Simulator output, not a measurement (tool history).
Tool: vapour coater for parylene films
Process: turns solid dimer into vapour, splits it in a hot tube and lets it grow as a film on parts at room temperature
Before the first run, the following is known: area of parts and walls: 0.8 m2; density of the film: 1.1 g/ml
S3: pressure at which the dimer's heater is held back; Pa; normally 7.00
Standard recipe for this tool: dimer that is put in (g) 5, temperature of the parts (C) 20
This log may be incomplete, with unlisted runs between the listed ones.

run 1 hour=0.0 | dimer_that_is_put_in_(g)=5 temperature_of_the_parts_(C)=20 S3=7.00 | thickness_of_the_film_(um)=3.27
run 2 hour=28.3 | dimer_that_is_put_in_(g)=5 temperature_of_the_parts_(C)=20 S3=7.00 | thickness_of_the_film_(um)=3.26
run 3 hour=63.8 | dimer_that_is_put_in_(g)=5 temperature_of_the_parts_(C)=20 S3=7.00 | thickness_of_the_film_(um)=3.27
run 4 hour=97.1 | dimer_that_is_put_in_(g)=5 temperature_of_the_parts_(C)=20 S3=7.00 | thickness_of_the_film_(um)=3.26
run 5 hour=136.0 | dimer_that_is_put_in_(g)=5 temperature_of_the_parts_(C)=13 S3=7.00 | thickness_of_the_film_(um)=3.88
run 6 hour=179.2 | dimer_that_is_put_in_(g)=5 temperature_of_the_parts_(C)=20 S3=7.00 | thickness_of_the_film_(um)=3.19
run 7 hour=204.5 | dimer_that_is_put_in_(g)=6 temperature_of_the_parts_(C)=20 S3=7.00 | thickness_of_the_film_(um)=3.85
run 8 hour=235.8 | dimer_that_is_put_in_(g)=6 temperature_of_the_parts_(C)=20 S3=7.00 | thickness_of_the_film_(um)=3.84
run 9 hour=269.9 | dimer_that_is_put_in_(g)=5 temperature_of_the_parts_(C)=20 S3=7.00 | thickness_of_the_film_(um)=3.20
-- hour=287.4 trap's valve overhauled
run 10 hour=301.1 | dimer_that_is_put_in_(g)=5 temperature_of_the_parts_(C)=20 S3=7.00 | thickness_of_the_film_(um)=3.38
run 11 hour=335.6 | dimer_that_is_put_in_(g)=5 temperature_of_the_parts_(C)=20 S3=7.00 | thickness_of_the_film_(um)=3.39
run 12 hour=383.9 | dimer_that_is_put_in_(g)=5 temperature_of_the_parts_(C)=20 S3=7.00 | thickness_of_the_film_(um)=3.37
run 13 hour=427.2 | dimer_that_is_put_in_(g)=5 temperature_of_the_parts_(C)=15 S3=7.00 | thickness_of_the_film_(um)=3.83
run 14 hour=471.2 | dimer_that_is_put_in_(g)=5 temperature_of_the_parts_(C)=27 S3=7.00 | thickness_of_the_film_(um)=2.78
run 15 hour=507.7 | dimer_that_is_put_in_(g)=5 temperature_of_the_parts_(C)=14 S3=7.00 | thickness_of_the_film_(um)=3.88
run 16 hour=547.9 | dimer_that_is_put_in_(g)=5 temperature_of_the_parts_(C)=20 S3=7.00 | thickness_of_the_film_(um)=3.32
run 17 hour=597.4 | dimer_that_is_put_in_(g)=5 temperature_of_the_parts_(C)=20 S3=7.00 | thickness_of_the_film_(um)=3.32
run 18 hour=641.8 | dimer_that_is_put_in_(g)=5 temperature_of_the_parts_(C)=20 S3=7.00 | thickness_of_the_film_(um)=3.28
run 19 hour=698.3 | dimer_that_is_put_in_(g)=5 temperature_of_the_parts_(C)=20 S3=7.00 | thickness_of_the_film_(um)=3.30
run 20 hour=724.8 | dimer_that_is_put_in_(g)=5 temperature_of_the_parts_(C)=20 S3=7.00 | thickness_of_the_film_(um)=3.27
run 21 hour=761.0 | dimer_that_is_put_in_(g)=5 temperature_of_the_parts_(C)=20 S3=7.00 | thickness_of_the_film_(um)=3.24
run 22 hour=817.6 | dimer_that_is_put_in_(g)=5 temperature_of_the_parts_(C)=20 S3=6.80 | thickness_of_the_film_(um)=3.24
run 23 hour=860.5 | dimer_that_is_put_in_(g)=5 temperature_of_the_parts_(C)=20 S3=6.80 | thickness_of_the_film_(um)=3.25
run 24 hour=907.1 | dimer_that_is_put_in_(g)=5 temperature_of_the_parts_(C)=20 S3=6.80 | thickness_of_the_film_(um)=3.21
run 25 hour=943.7 | dimer_that_is_put_in_(g)=2 temperature_of_the_parts_(C)=19 S3=8.26 | thickness_of_the_film_(um)=1.26
-- hour=970.4 trap's valve overhauled
run 26 hour=984.6 | dimer_that_is_put_in_(g)=9 temperature_of_the_parts_(C)=30 S3=7.00 | thickness_of_the_film_(um)=4.74
run 27 hour=1031.3 | dimer_that_is_put_in_(g)=5 temperature_of_the_parts_(C)=16 S3=7.00 | thickness_of_the_film_(um)=3.78
run 28 hour=1068.4 | dimer_that_is_put_in_(g)=5 temperature_of_the_parts_(C)=16 S3=7.00 | thickness_of_the_film_(um)=3.75
run 29 hour=1106.9 | dimer_that_is_put_in_(g)=4 temperature_of_the_parts_(C)=15 S3=7.00 | thickness_of_the_film_(um)=3.08
run 30 hour=1151.7 | dimer_that_is_put_in_(g)=4 temperature_of_the_parts_(C)=15 S3=7.00 | thickness_of_the_film_(um)=3.06
run 31 hour=1180.8 | dimer_that_is_put_in_(g)=3 temperature_of_the_parts_(C)=16 S3=3.63 | thickness_of_the_film_(um)=2.51
run 32 hour=1229.9 | dimer_that_is_put_in_(g)=3 temperature_of_the_parts_(C)=16 S3=3.63 | thickness_of_the_film_(um)=2.52

Run 33 comes next. What will it give?
run 33 hour=1285.0 | dimer_that_is_put_in_(g)=3 temperature_of_the_parts_(C)=31 S3=3.62 | thickness_of_the_film_(um)=?

Run 33 yielded thickness of the film (um) 1.68.
The same run, on a tool lacking any hidden state, would have yielded thickness of the film (um) 1.73.
